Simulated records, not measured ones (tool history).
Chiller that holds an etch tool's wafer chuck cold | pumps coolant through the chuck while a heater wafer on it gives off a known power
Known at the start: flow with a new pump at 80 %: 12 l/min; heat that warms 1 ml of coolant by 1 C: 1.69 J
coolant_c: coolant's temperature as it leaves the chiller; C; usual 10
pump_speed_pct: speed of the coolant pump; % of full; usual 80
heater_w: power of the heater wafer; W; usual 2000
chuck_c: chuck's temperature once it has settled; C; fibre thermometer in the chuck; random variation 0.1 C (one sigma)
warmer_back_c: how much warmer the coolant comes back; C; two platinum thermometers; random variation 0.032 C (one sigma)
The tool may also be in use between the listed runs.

run	hour	coolant_c	pump_speed_pct	heater_w	chuck_c	warmer_back_c
1	0	10	80	2000	26.1	6.35
2	97.5	10	66	2000	28.2	7.8
3	240.4	10	66	2000	28.5	7.68
4	335.8	18	80	2000	34.3	6.36
5	463	18	80	2000	34.4	6.39
6	598.2	18	80	2000	34.4	6.34
7	722.2	18	80	1566	30.9	5.01
8	894.5	10	98	2000	24.9	5.26
9	1013.5	10	98	2000	25	5.24
10	1179.3	10	98	2000	25	5.26
11	1372.9	10	84	2000	26.4	6.21
# hour 1384.7: chiller's thermometer calibrated
12	1479.7	10	84	2000	26.6	6.28
# hour 1527.2: coolant pump overhauled
13	1618.5	10	84	2000	25.7	5.65
14	1756.7	1	84	2000	16.9	5.64
# hour 1853.6: chiller's thermometer calibrated, once more
15	1903.6	1	84	2000	17.4	5.73
16	2003.4	10	68	2000	28.8	7
17	2175.8	10	68	2000	28.9	7.08
18	2298.1	10	68	2000	29.1	7.14
19	2413.8	10	68	2000	29.1	7.09
20	2511.9	16	97	2870	38.2	7.07
21	2609.8	9	73	2961	36.5	9.84
22	2709.4	6	93	2735	27.8	7.01
23	2892.7	3	83	1494	15.8	4.36
# hour 3069: coolant changed, channels flushed
24	3069	3	83	1494	13.2	4.36
25	3252.4	3	63	2575	24.2	10
26	3402.2	10	80	1246	18.7	3.82
27	3535.1	10	80	1246	18.9	3.81
28	3675.2	18	66	2777	40.7	10.47
29	3832.8	18	66	2777	40.9	10.39
30	3919.3	12	96	2643	29.1	6.79
31	4078.3	4	68	1308	14.5	4.78

The same runs without the tool's hidden state, with the same run-to-run variation:
The hidden state here: heat passed by the chuck's channels, % of clean ones'; flow at a given pump speed, % of a new pump's; coolant's true temperature over the reading, C; drift of the gauge itself on chuck_c, C; drift of the gauge itself on warmer_back_c, C.
run	chuck_c	warmer_back_c
1	23.9	5.92
2	25.7	7.26
3	25.8	7.13
4	31.9	5.9
5	31.9	5.91
6	31.8	5.84
7	28.8	4.61
8	22.4	4.83
9	22.3	4.79
10	22.3	4.81
11	23.3	5.65
12	23.5	5.71
13	23.4	5.63
14	14.5	5.6
15	14.5	5.68
16	25.6	6.93
17	25.5	6.99
18	25.6	7.04
19	25.5	6.98
20	33.7	6.95
21	30.9	9.65
22	23.1	6.86
23	13.1	4.25
24	13.2	4.25
25	23.9	9.7
26	18.6	3.7
27	18.8	3.68
28	39.9	10.09
29	40	9.98
30	28.5	6.52
31	14.1	4.58
